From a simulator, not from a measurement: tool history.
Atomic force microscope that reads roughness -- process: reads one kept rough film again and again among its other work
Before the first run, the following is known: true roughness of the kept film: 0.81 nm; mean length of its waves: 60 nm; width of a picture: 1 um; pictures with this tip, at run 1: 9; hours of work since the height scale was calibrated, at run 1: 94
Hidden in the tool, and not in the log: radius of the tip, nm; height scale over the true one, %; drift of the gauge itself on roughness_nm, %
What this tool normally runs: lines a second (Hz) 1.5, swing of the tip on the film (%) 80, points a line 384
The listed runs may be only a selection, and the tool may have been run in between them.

run	day	lines a second (Hz)	swing of the tip on the film (%)	points a line	pictures with this tip	hours of work since the height scale was calibrated	roughness of the kept film (nm (root mean square))
1	0	1.5	80	384	9	94	0.696
2	0.408	1.5	80	384	23	102	0.692
3	0.846	1.5	80	384	38	110	0.689
4	1.092	1.5	80	384	46	114	0.686
5	1.529	1.5	80	384	61	122	0.683
# day 1.575: new tip fitted
6	1.829	1.5	80	384	8	127	0.693
7	2.05	1.5	80	384	16	132	0.694
8	2.354	1.5	80	384	26	137	0.688
9	2.812	1.5	80	384	42	146	0.687
10	3.262	1.5	80	384	57	154	0.683
# day 3.442: new tip fitted
11	3.742	1.5	80	384	10	162	0.697
12	4.075	1.5	80	384	21	168	0.691
13	4.533	0.91	80	384	37	177	0.729
14	4.842	2.84	80	384	47	182	0.616
# day 5.279: new tip fitted
15	5.283	2.84	80	384	0	190	0.62
16	5.508	2.84	80	384	7	194	0.622
17	5.775	1.5	80	967	17	199	0.693
18	6.05	1.5	80	384	26	204	0.687
19	6.258	1.5	80	384	33	208	0.689
20	6.558	1.5	80	384	43	214	0.688
21	6.962	1.5	84	384	57	221	0.664
# day 7.129: new tip fitted
22	7.258	0.69	80	384	4	226	0.747
23	7.675	0.69	80	384	19	234	0.745
24	8.012	0.69	80	384	30	240	0.744
25	8.4	0.69	80	384	43	247	0.739
26	8.633	0.69	62	384	51	251	0.766
# day 8.971: new tip fitted
27	8.979	0.91	67	951	0	257	0.766
28	9.225	1.48	87	519	9	262	0.661
# day 9.3: height scale calibrated on a step standard
29	9.596	1.48	87	519	20	5	0.657
30	9.917	0.76	59	397	31	11	0.775
31	10.367	1.66	67	420	46	20	0.73
32	10.812	3.34	67	892	61	28	0.673
# day 10.867: new tip fitted
# day 11.083: height scale calibrated on a step standard, once more
33	11.083	3.34	67	892	6	0	0.686
34	11.504	0.67	74	384	20	8	0.762
35	11.842	3.23	66	384	32	14	0.688
36	12.221	3.18	77	441	45	21	0.618
37	12.429	3.18	77	441	52	25	0.619
# day 12.729: new tip fitted
38	12.867	1	82	349	4	32	0.719
39	13.171	1	82	349	15	38	0.717
40	13.388	1.5	68	297	22	42	0.737
41	13.808	1.03	61	549	36	50	0.768
42	14.271	1.03	77	549	52	58	0.727
# day 14.579: new tip fitted
43	14.683	1.03	77	549	3	65	0.738
44	15.062	3.83	63	576	16	72	0.695
45	15.312	3.83	63	576	25	77	0.694
46	15.746	1.21	85	363	40	85	0.683
47	15.938	3.55	70	384	46	88	0.652
48	16.171	0.82	78	484	54	93	0.735
# day 16.433: new tip fitted
49	16.438	0.82	78	484	0	97	0.747
50	16.767	0.82	85	292	11	103	0.719
51	17.167	3.58	62	710	25	111	0.703
52	17.629	0.99	57	915	41	119	0.774

Run by run, hidden condition taken away, random variation retained:
run	roughness of the kept film (nm (root mean square))
1	0.698
2	0.698
3	0.697
4	0.696
5	0.696
6	0.695
7	0.698
8	0.694
9	0.696
10	0.695
11	0.699
12	0.696
13	0.737
14	0.625
15	0.621
16	0.624
17	0.697
18	0.693
19	0.696
20	0.698
21	0.677
22	0.749
23	0.75
24	0.752
25	0.75
26	0.779
27	0.768
28	0.664
29	0.663
30	0.785
31	0.742
32	0.687
33	0.688
34	0.766
35	0.695
36	0.627
37	0.629
38	0.722
39	0.722
40	0.743
41	0.778
42	0.74
43	0.739
44	0.699
45	0.7
46	0.693
47	0.662
48	0.747
49	0.748
50	0.723
51	0.709
52	0.785
